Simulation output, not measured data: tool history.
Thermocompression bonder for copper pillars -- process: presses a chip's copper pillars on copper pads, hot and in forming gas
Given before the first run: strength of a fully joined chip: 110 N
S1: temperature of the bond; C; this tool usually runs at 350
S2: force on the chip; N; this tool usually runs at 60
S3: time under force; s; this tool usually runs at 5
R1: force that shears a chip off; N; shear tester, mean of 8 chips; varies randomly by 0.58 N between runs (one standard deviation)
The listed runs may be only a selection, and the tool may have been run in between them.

run	day	S1	S2	S3	R1
1	0	350	60	5	44
2	0.654	350	60	5	43.3
3	1.117	350	60	5	43.6
4	1.425	350	60	3	36.3
5	1.8	356	60	3	37.6
6	2.2	350	60	8	52.4
7	2.483	350	60	8	52.4
8	3.129	350	60	8	51.1
9	3.558	350	60	8	51.1
10	4.033	350	60	8	50.9
11	4.446	350	60	8	51.9
12	4.796	350	60	8	52.5
13	5.421	371	60	5	51.8
14	6.079	350	60	5	44.2
15	6.625	350	60	5	43.2
16	7.133	350	60	5	45.8
17	7.683	334	87	8	59.9
# day 7.779: force cell calibrated
18	8.192	334	87	8	61.2
19	8.796	322	84	13	63.9
20	9.117	322	84	13	63.3
# day 9.288: heater calibrated with a thermocouple chip
21	9.7	373	52	14	62.3
22	10.229	359	87	3	48.9
# day 10.55: force cell calibrated, once more
23	10.571	359	87	3	48.5
24	11.004	350	60	4	35.4
25	11.412	350	89	6	58.2
26	12.054	350	47	3	26.3
27	12.658	350	47	3	26

Below, some changes in R1 between adjacent runs. For each, the amount present without the hidden state too (settings, incoming material, random variation) and the amount remaining for the hidden state with gauge scatter not shared by both compared results:
Hidden state at play: true temperature of the bond over the reading, C; force that reaches the chip, % of what is set; oxide that the forming gas leaves, % of the face; drift of the gauge itself on shear_n, %.
Run 20 -> 21: S1 322 -> 373, S2 84 -> 52, S3 13 -> 14, heater calibrated with a thermocouple chip. R1 -1 N: hidden state -5.1, all else +4.1.
Run 24 -> 25: S2 60 -> 89, S3 4 -> 6. R1 +22.8 N: hidden state -1, all else +23.8.
Run 25 -> 26: S2 89 -> 47, S3 6 -> 3. R1 -31.9 N: hidden state +1.4, all else -33.3.
